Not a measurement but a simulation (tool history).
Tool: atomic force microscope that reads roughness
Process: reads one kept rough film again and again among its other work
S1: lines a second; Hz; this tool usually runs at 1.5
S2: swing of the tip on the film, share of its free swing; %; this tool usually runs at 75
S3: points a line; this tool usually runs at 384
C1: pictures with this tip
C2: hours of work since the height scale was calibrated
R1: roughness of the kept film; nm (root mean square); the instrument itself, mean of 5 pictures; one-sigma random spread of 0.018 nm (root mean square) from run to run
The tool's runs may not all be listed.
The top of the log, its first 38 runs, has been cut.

| run | hour | S1 | S2 | S3 | C1 | C2 | R1 |
|---|---|---|---|---|---|---|---|
| 39 | 928.7 | 0.5 | 60 | 607 | 300 | 654 | 4.682 |
| 40 | 960.7 | 1.5 | 75 | 580 | 334 | 667 | 4.353 |
| 41 | 975.4 | 1.5 | 75 | 580 | 350 | 673 | 4.354 |
|  | 997.4 | new tip fitted |
| 42 | 1008.4 | 0.97 | 75 | 580 | 12 | 687 | 4.466 |
| 43 | 1027.2 | 0.97 | 75 | 580 | 32 | 694 | 4.504 |
| 44 | 1044.3 | 1.42 | 75 | 430 | 50 | 701 | 4.359 |
| 45 | 1078.3 | 1.5 | 75 | 778 | 86 | 715 | 4.377 |
| 46 | 1106.8 | 0.62 | 72 | 378 | 117 | 727 | 4.562 |
| 47 | 1122.1 | 2.23 | 67 | 358 | 133 | 733 | 4.363 |
| 48 | 1153.9 | 2.23 | 67 | 358 | 167 | 746 | 4.353 |
| 49 | 1183.7 | 0.54 | 85 | 329 | 198 | 758 | 4.506 |
| 50 | 1201.5 | 0.92 | 60 | 478 | 217 | 765 | 4.652 |
| 51 | 1226.9 | 1.02 | 58 | 942 | 245 | 776 | 4.67 |
| 52 | 1246.9 | 3.06 | 60 | 807 | 266 | 784 | 4.45 |
| 53 | 1267 | 3.06 | 60 | 807 | 287 | 792 | 4.425 |

Alternative continuations, all from the tool just after run 53; predict every row:
| A | 1295.6 | 1.5 | 64 | 384 | 318 | 804 | ? |
| B | 1295.6 | 0.63 | 65 | 966 | 318 | 804 | ? |
| C | 1295.6 | 1.5 | 75 | 791 | 318 | 804 | ? |

| run | R1 |
|---|---|
| A | 4.508 |
| B | 4.632 |
| C | 4.364 |
Stripped of hidden state, with their random variation kept, the same runs would have yielded:
| run | R1 |
|---|---|
| A | 4.514 |
| B | 4.639 |
| C | 4.371 |

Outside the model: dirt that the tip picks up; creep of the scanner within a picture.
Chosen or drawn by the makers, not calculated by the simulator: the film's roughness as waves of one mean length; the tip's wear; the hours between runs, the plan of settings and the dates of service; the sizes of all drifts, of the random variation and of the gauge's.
